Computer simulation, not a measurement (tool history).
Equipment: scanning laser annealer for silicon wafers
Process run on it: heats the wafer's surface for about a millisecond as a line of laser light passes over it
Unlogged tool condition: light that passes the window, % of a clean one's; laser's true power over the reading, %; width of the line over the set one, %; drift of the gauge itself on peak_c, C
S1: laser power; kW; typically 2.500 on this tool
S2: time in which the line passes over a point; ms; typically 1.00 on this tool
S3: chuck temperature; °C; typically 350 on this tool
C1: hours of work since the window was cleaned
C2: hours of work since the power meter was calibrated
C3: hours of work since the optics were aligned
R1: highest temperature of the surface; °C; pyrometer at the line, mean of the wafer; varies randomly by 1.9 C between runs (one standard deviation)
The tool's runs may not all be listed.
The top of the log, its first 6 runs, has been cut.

run 7 hour=235.9 | S1=2.500 S2=1.13 S3=350 | C1=795 C2=615 C3=130 | R1=1202
run 8 hour=277.0 | S1=2.500 S2=1.00 S3=350 | C1=817 C2=638 C3=153 | R1=1148
-- hour=284.0 window over the wafer cleaned
run 9 hour=327.9 | S1=2.500 S2=0.74 S3=350 | C1=24 C2=665 C3=180 | R1=1031
run 10 hour=374.2 | S1=2.500 S2=1.00 S3=350 | C1=50 C2=690 C3=205 | R1=1149
run 11 hour=413.8 | S1=2.500 S2=1.00 S3=350 | C1=72 C2=712 C3=227 | R1=1149
run 12 hour=445.0 | S1=2.500 S2=1.00 S3=345 | C1=89 C2=729 C3=244 | R1=1143
run 13 hour=500.0 | S1=2.500 S2=1.00 S3=345 | C1=119 C2=760 C3=274 | R1=1142
run 14 hour=556.7 | S1=2.500 S2=1.00 S3=350 | C1=150 C2=791 C3=306 | R1=1149
run 15 hour=597.6 | S1=2.500 S2=1.00 S3=350 | C1=173 C2=814 C3=328 | R1=1150
run 16 hour=635.2 | S1=2.557 S2=1.00 S3=380 | C1=194 C2=834 C3=349 | R1=1198
run 17 hour=681.0 | S1=2.557 S2=1.00 S3=380 | C1=219 C2=859 C3=374 | R1=1195
run 18 hour=723.6 | S1=2.557 S2=1.00 S3=380 | C1=242 C2=883 C3=398 | R1=1197
run 19 hour=764.8 | S1=2.557 S2=1.00 S3=380 | C1=265 C2=906 C3=420 | R1=1198
run 20 hour=818.5 | S1=2.697 S2=1.00 S3=327 | C1=295 C2=935 C3=450 | R1=1191
run 21 hour=850.4 | S1=2.491 S2=0.93 S3=322 | C1=312 C2=953 C3=468 | R1=1086
run 22 hour=884.6 | S1=2.491 S2=0.93 S3=322 | C1=331 C2=972 C3=486 | R1=1085
run 23 hour=909.8 | S1=2.210 S2=1.08 S3=379 | C1=345 C2=986 C3=500 | R1=1112
run 24 hour=949.4 | S1=2.193 S2=1.00 S3=327 | C1=367 C2=1007 C3=522 | R1=1024
run 25 hour=1001.4 | S1=2.285 S2=1.13 S3=374 | C1=395 C2=1036 C3=551 | R1=1152
run 26 hour=1033.9 | S1=2.370 S2=0.92 S3=360 | C1=413 C2=1054 C3=569 | R1=1081
run 27 hour=1082.5 | S1=2.500 S2=1.10 S3=348 | C1=440 C2=1081 C3=596 | R1=1189
run 28 hour=1125.3 | S1=2.500 S2=1.10 S3=348 | C1=464 C2=1104 C3=619 | R1=1188
run 29 hour=1159.4 | S1=2.500 S2=0.97 S3=350 | C1=483 C2=1123 C3=638 | R1=1135
run 30 hour=1203.6 | S1=2.220 S2=1.02 S3=349 | C1=507 C2=1148 C3=662 | R1=1062

5 options for the next run, each taken on its own from the tool as it stands now. Forecast them:
run A hour=1259.5 | S1=2.213 S2=0.89 S3=356 | C1=538 C2=1178 C3=693 | R1=?
run B hour=1259.5 | S1=2.275 S2=1.02 S3=349 | C1=538 C2=1178 C3=693 | R1=?
run C hour=1259.5 | S1=2.356 S2=0.91 S3=346 | C1=538 C2=1178 C3=693 | R1=?
run D hour=1259.5 | S1=2.317 S2=1.07 S3=350 | C1=538 C2=1178 C3=693 | R1=?
run E hour=1259.5 | S1=2.500 S2=1.05 S3=384 | C1=538 C2=1178 C3=693 | R1=?

run=A R1=1016
run=B R1=1081
run=C R1=1059
run=D R1=1114
run=E R1=1203
Take away the tool's hidden state, keep each run's random variation, and the runs would have read:
run=A R1=1016
run=B R1=1081
run=C R1=1059
run=D R1=1115
run=E R1=1204
